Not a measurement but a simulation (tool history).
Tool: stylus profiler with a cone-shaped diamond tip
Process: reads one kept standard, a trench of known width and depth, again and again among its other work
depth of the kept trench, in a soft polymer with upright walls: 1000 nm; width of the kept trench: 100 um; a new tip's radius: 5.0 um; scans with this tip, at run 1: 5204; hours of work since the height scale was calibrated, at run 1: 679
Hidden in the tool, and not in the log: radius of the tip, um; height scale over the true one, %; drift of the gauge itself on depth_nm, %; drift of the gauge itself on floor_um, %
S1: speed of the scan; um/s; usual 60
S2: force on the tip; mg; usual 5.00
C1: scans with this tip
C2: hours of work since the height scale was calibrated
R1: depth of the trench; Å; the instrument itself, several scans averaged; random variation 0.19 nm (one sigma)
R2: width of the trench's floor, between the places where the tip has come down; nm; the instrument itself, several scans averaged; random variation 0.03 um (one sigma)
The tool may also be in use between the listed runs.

{"run": 1, "day": 0.0, "S1": 60, "S2": 5.0, "C1": 5204, "C2": 679, "R1": 10246.5, "R2": 91860}
{"run": 2, "day": 0.8, "S1": 60, "S2": 5.0, "C1": 5299, "C2": 692, "R1": 10243.5, "R2": 91900}
{"run": 3, "day": 1.738, "S1": 60, "S2": 5.0, "C1": 5410, "C2": 706, "R1": 10243.6, "R2": 91880}
{"run": 4, "day": 3.171, "S1": 60, "S2": 5.0, "C1": 5580, "C2": 728, "R1": 10242.5, "R2": 91740}
{"run": 5, "day": 4.121, "S1": 60, "S2": 5.0, "C1": 5693, "C2": 743, "R1": 10245.0, "R2": 91770}
{"run": 6, "day": 5.429, "S1": 60, "S2": 5.0, "C1": 5848, "C2": 763, "R1": 10241.4, "R2": 91730}
{"run": 7, "day": 6.358, "S1": 60, "S2": 5.0, "C1": 5957, "C2": 778, "R1": 10245.3, "R2": 91650}
{"run": 8, "day": 7.85, "S1": 57, "S2": 5.0, "C1": 6135, "C2": 801, "R1": 10245.8, "R2": 91590}
{"run": 9, "day": 9.046, "S1": 57, "S2": 5.0, "C1": 6276, "C2": 819, "R1": 10241.9, "R2": 91610}
{"run": 10, "day": 10.067, "S1": 57, "S2": 5.0, "C1": 6398, "C2": 835, "R1": 10245.6, "R2": 91520}
{"run": 11, "day": 10.721, "S1": 57, "S2": 5.0, "C1": 6475, "C2": 845, "R1": 10241.2, "R2": 91500}
{"run": 12, "day": 11.704, "S1": 57, "S2": 4.78, "C1": 6591, "C2": 860, "R1": 10229.6, "R2": 91490}
{"run": 13, "day": 12.979, "S1": 57, "S2": 4.78, "C1": 6743, "C2": 880, "R1": 10234.3, "R2": 91450}
{"run": 14, "day": 14.058, "S1": 57, "S2": 4.78, "C1": 6871, "C2": 897, "R1": 10228.6, "R2": 91380}
{"run": 15, "day": 14.95, "S1": 60, "S2": 5.0, "C1": 6977, "C2": 911, "R1": 10242.9, "R2": 91350}
{"run": 16, "day": 15.571, "S1": 38, "S2": 5.0, "C1": 7050, "C2": 920, "R1": 10241.4, "R2": 91440}
{"run": 17, "day": 17.046, "S1": 60, "S2": 5.0, "C1": 7225, "C2": 943, "R1": 10241.9, "R2": 91280}
{"run": 18, "day": 18.417, "S1": 60, "S2": 5.0, "C1": 7388, "C2": 964, "R1": 10240.5, "R2": 91200}
{"run": 19, "day": 19.504, "S1": 60, "S2": 5.0, "C1": 7516, "C2": 981, "R1": 10238.3, "R2": 91160}
{"run": 20, "day": 20.775, "S1": 60, "S2": 5.0, "C1": 7667, "C2": 1001, "R1": 10239.0, "R2": 91080}
{"run": 21, "day": 21.979, "S1": 60, "S2": 5.0, "C1": 7810, "C2": 1019, "R1": 10234.3, "R2": 91060}
{"run": 22, "day": 22.742, "S1": 60, "S2": 5.0, "C1": 7901, "C2": 1031, "R1": 10234.7, "R2": 91080}
{"run": 23, "day": 24.158, "S1": 60, "S2": 5.0, "C1": 8068, "C2": 1053, "R1": 10235.9, "R2": 91050}
{"run": 24, "day": 24.979, "S1": 40, "S2": 3.77, "C1": 8165, "C2": 1066, "R1": 10191.6, "R2": 91020}
{"run": 25, "day": 26.233, "S1": 45, "S2": 2.31, "C1": 8314, "C2": 1085, "R1": 10132.6, "R2": 90830}
{"run": 26, "day": 27.225, "S1": 15, "S2": 2.53, "C1": 8432, "C2": 1100, "R1": 10141.5, "R2": 91050}
{"run": 27, "day": 28.038, "S1": 17, "S2": 10.3, "C1": 8528, "C2": 1113, "R1": 10394.7, "R2": 91040}
{"run": 28, "day": 28.708, "S1": 17, "S2": 10.3, "C1": 8608, "C2": 1123, "R1": 10397.6, "R2": 91080}
{"run": 29, "day": 30.138, "S1": 228, "S2": 11.05, "C1": 8777, "C2": 1146, "R1": 10413.1, "R2": 90440}
{"run": 30, "day": 31.65, "S1": 228, "S2": 2.81, "C1": 8956, "C2": 1169, "R1": 10149.7, "R2": 89780}
{"run": 31, "day": 32.483, "S1": 198, "S2": 1.88, "C1": 9055, "C2": 1182, "R1": 10105.7, "R2": 89680}
{"day": 32.6, "done": "height scale calibrated on a step standard"}
{"run": 32, "day": 33.146, "S1": 198, "S2": 1.88, "C1": 9131, "C2": 8, "R1": 10098.6, "R2": 89650}
{"run": 33, "day": 34.4, "S1": 60, "S2": 12.22, "C1": 9280, "C2": 28, "R1": 10436.4, "R2": 90760}
{"day": 34.788, "done": "height scale calibrated on a step standard, once more"}
{"run": 34, "day": 35.954, "S1": 59, "S2": 3.04, "C1": 9462, "C2": 18, "R1": 10186.6, "R2": 90530}
{"run": 35, "day": 36.854, "S1": 27, "S2": 8.63, "C1": 9569, "C2": 32, "R1": 10371.5, "R2": 90710}
{"run": 36, "day": 37.542, "S1": 15, "S2": 8.2, "C1": 9650, "C2": 43, "R1": 10358.2, "R2": 90710}
{"run": 37, "day": 38.442, "S1": 17, "S2": 11.94, "C1": 9757, "C2": 57, "R1": 10463.3, "R2": 90710}
{"run": 38, "day": 39.375, "S1": 21, "S2": 11.98, "C1": 9868, "C2": 71, "R1": 10462.3, "R2": 90650}
{"run": 39, "day": 40.871, "S1": 21, "S2": 11.98, "C1": 10045, "C2": 94, "R1": 10461.0, "R2": 90580}
{"run": 40, "day": 41.638, "S1": 21, "S2": 11.98, "C1": 10136, "C2": 106, "R1": 10462.5, "R2": 90600}
{"run": 41, "day": 43.108, "S1": 21, "S2": 11.98, "C1": 10310, "C2": 129, "R1": 10462.8, "R2": 90570}
{"run": 42, "day": 44.479, "S1": 17, "S2": 1.84, "C1": 10473, "C2": 150, "R1": 10130.8, "R2": 90440}
{"run": 43, "day": 45.204, "S1": 17, "S2": 13.41, "C1": 10559, "C2": 161, "R1": 10493.2, "R2": 90490}
{"run": 44, "day": 46.667, "S1": 31, "S2": 4.45, "C1": 10732, "C2": 184, "R1": 10235.4, "R2": 90410}
{"run": 45, "day": 48.188, "S1": 31, "S2": 4.45, "C1": 10912, "C2": 207, "R1": 10235.2, "R2": 90290}
{"run": 46, "day": 49.146, "S1": 31, "S2": 4.45, "C1": 11026, "C2": 222, "R1": 10230.0, "R2": 90290}

Hidden state at the last listed run before each entry between runs and at the first one after, where it differs:
Between runs 31 and 32: height scale calibrated on a step standard (day 32.600)
  radius of the tip, um: 10.73 -> 10.77; height scale over the true one, %: -0.226 -> -0.318
  measured less the result without the state, R1: -22.9 -> -32.2 Å; R2: -3050 -> -3070 nm
Between runs 33 and 34: height scale calibrated on a step standard, once more (day 34.788)
  radius of the tip, um: 10.87 -> 10.99; height scale over the true one, %: -0.321 -> 0.021
  measured less the result without the state, R1: -33.7 -> +2.1 Å; R2: -3110 -> -3160 nm

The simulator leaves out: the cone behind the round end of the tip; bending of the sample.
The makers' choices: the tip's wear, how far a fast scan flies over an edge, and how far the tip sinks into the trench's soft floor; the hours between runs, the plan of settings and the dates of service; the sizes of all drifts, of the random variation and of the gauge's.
